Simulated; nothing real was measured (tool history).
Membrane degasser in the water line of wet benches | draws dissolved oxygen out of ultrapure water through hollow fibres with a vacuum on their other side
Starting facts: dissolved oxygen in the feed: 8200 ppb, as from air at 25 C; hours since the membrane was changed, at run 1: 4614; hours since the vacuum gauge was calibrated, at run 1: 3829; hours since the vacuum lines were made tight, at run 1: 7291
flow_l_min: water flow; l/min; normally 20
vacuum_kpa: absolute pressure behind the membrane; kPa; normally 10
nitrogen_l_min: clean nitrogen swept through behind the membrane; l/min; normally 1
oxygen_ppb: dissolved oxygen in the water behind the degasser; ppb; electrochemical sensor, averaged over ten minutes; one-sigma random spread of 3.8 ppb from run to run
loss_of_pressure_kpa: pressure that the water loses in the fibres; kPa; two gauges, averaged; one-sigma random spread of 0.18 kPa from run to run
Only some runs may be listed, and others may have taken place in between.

run,hour,flow_l_min,vacuum_kpa,nitrogen_l_min,hours since the membrane was changed,hours since the vacuum gauge was calibrated,hours since the vacuum lines were made tight,oxygen_ppb,loss_of_pressure_kpa
1,0,20,10,1,4614,3829,7291,384.7,34.88
2,216.8,27,10,1,4831,4045,7508,562.8,46.93
3,444.4,20,10,1,5059,4273,7735,382.4,34.56
4,649.7,20,10,1,5264,4478,7941,378.3,34.76
5,829.3,20,10,1,5444,4658,8120,378.8,34.75
6,974.6,20,10,1,5589,4803,8266,384.9,34.85
7,1148.5,20,14.2,1,5763,4977,8440,547.6,34.69
8,1302.8,20,10,0.86,5917,5131,8594,421.8,34.89
9,1424.8,20,10,0.86,6039,5253,8716,426.7,34.8
10,1606.6,20,10,0.86,6221,5435,8898,417.2,34.8
# hour 1693.3: seals of the vacuum lines changed
11,1855,15,10,0.86,6467,5682,162,294.5,26.02
12,2083.5,20,10,1,6696,5910,390,384.8,34.33
13,2207.9,20,10,1,6820,6034,515,375.9,34.65
14,2378.6,20,10,1.71,6991,6205,685,271.1,34.68
15,2649,20,10,1.71,7261,6476,956,271.4,34.46
16,2900.6,20,10,1,7513,6727,1207,373.4,34.42
17,3121.5,20,10,1,7734,6948,1428,379.7,34.46
# hour 3209.6: vacuum gauge calibrated
18,3292.9,20,11.2,0.6,7905,83,1599,605.4,34.15
19,3540.2,17,16.5,1.08,8152,331,1846,506.3,29.21
20,3752.9,20,7.1,1,8365,543,2059,259.6,34.23
21,3873.2,20,10,0.56,8485,664,2179,551.7,34.33
22,4128.3,20,10,0.56,8740,919,2435,556.6,34.15
23,4371.3,20,10,0.56,8983,1162,2677,557.2,34.28
24,4529.5,20,9.8,1,9141,1320,2836,369.5,33.82
25,4731.8,15,9.3,0.87,9344,1522,3038,269.4,26.04
26,4852.8,15,9.2,0.65,9465,1643,3159,329,25.68
27,4999.8,15,9.2,0.65,9612,1790,3306,329,25.67
28,5232.7,17,10,2.87,9845,2023,3539,152.2,29.19
29,5408,17,10,2.87,10020,2198,3714,149.4,29.02
30,5657.1,17,10,2.87,10269,2448,3963,153.3,29.13
31,5798,18,9.6,0.57,10410,2588,4104,466.5,30.45
32,5991.2,18,9.6,0.57,10603,2782,4297,461.3,30.41
33,6205.5,17,10,1.82,10817,2996,4512,200,28.86

Some steps in loss_of_pressure_kpa, run to run, broken into two amounts with sign: the step expected even without the hidden condition (settings, incoming material, random variation), and the rest, left for the hidden condition together with whatever gauge scatter is not in both the measured and the hidden-condition-free result:
Hidden conditions of the tool in this case: membrane still open, %; true pressure behind the membrane over the reading, kPa; air that leaks in behind the membrane, l/min; drift of the gauge itself on oxygen_ppb, %; drift of the gauge itself on loss_of_pressure_kpa, %.
Run 1 -> 2: flow_l_min 20 -> 27. loss_of_pressure_kpa +12.05 kPa: hidden state -0.03, all else +12.08.
Run 2 -> 3: flow_l_min 27 -> 20. loss_of_pressure_kpa -12.37 kPa: hidden state -0.03, all else -12.34.
Run 10 -> 11: flow_l_min 20 -> 15, seals of the vacuum lines changed. loss_of_pressure_kpa -8.78 kPa: hidden state +0.03, all else -8.81.
Run 11 -> 12: flow_l_min 15 -> 20, nitrogen_l_min 0.86 -> 1. loss_of_pressure_kpa +8.31 kPa: hidden state -0.09, all else +8.4.
Run 19 -> 20: flow_l_min 17 -> 20, vacuum_kpa 16.5 -> 7.1, nitrogen_l_min 1.08 -> 1. loss_of_pressure_kpa +5.02 kPa: hidden state -0.1, all else +5.12.
Run 24 -> 25: flow_l_min 20 -> 15, vacuum_kpa 9.8 -> 9.3, nitrogen_l_min 1 -> 0.87. loss_of_pressure_kpa -7.78 kPa: hidden state +0.12, all else -7.9.

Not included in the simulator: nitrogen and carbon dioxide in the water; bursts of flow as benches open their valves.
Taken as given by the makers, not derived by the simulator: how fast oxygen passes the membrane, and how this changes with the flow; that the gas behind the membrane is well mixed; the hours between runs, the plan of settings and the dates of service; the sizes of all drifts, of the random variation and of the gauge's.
